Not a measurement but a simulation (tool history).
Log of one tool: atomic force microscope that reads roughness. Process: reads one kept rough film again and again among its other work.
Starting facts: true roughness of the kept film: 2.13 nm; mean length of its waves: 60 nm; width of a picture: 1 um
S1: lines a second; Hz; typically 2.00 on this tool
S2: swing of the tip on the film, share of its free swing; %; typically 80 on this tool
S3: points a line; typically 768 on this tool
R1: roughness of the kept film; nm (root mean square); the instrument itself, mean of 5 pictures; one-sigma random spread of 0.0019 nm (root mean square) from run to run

run	day	S1	S2	S3	R1
1	0.000	2.00	80	768	1.721
2	0.588	2.00	80	768	1.722
3	1.262	2.00	80	768	1.716
4	1.929	2.00	80	768	1.719
5	2.796	2.00	80	768	1.712
6	3.533	1.00	80	768	1.868
7	4.546	2.00	80	768	1.704
8	5.192	2.00	80	768	1.701
# day 6.029: new tip fitted
9	6.029	2.00	80	768	1.731
10	6.696	2.00	80	511	1.726
11	7.517	2.00	80	400	1.720
12	8.258	2.00	80	748	1.722
13	9.412	2.00	80	748	1.716
14	10.225	2.00	80	748	1.716
15	11.217	2.00	80	748	1.711
# day 11.312: height scale calibrated on a step standard
16	12.083	2.00	80	748	1.705
17	13.196	2.00	80	748	1.701
# day 14.242: new tip fitted
18	14.242	2.00	80	537	1.724
19	14.846	2.00	80	768	1.724
20	15.788	2.00	80	768	1.719
21	16.767	2.00	80	768	1.716
# day 17.054: height scale calibrated on a step standard, once more
22	17.446	2.00	80	768	1.714
23	18.600	2.00	80	768	1.711
24	19.267	2.00	80	826	1.711
25	19.871	2.00	80	826	1.705
26	20.979	2.00	77	768	1.742
27	21.675	3.35	77	768	1.578
# day 22.475: new tip fitted
28	22.746	3.35	77	768	1.613
29	23.750	3.35	77	768	1.605
30	24.362	3.35	77	768	1.605
31	25.250	2.00	68	756	1.878
32	26.146	0.63	78	291	1.961
33	27.054	1.94	78	291	1.748
34	27.729	1.94	78	291	1.747
35	28.608	1.94	78	291	1.743
36	29.488	0.95	80	837	1.878
# day 30.612: new tip fitted
37	30.667	2.00	57	407	1.987
38	31.367	0.81	71	499	1.984
39	32.396	0.81	85	290	1.875
40	33.412	1.69	78	742	1.800
41	34.129	2.29	74	990	1.773
42	35.158	2.29	74	990	1.761
43	35.854	1.95	74	990	1.802
44	36.438	1.95	74	990	1.800
45	37.238	2.00	56	768	1.965
46	38.054	2.00	57	1012	1.957
# day 38.796: new tip fitted
47	39.238	2.00	57	1012	1.985

Forecast each of these 4 alternatives for the next run:
A	40.050	1.70	62	644	?
B	40.050	2.89	57	1012	?
C	40.050	2.00	57	531	?
D	40.050	2.53	80	768	?

run	R1
A	1.967
B	1.939
C	1.983
D	1.649
Without the tool's unlogged condition, the same runs would have read:
run	R1
A	1.972
B	1.944
C	1.988
D	1.653
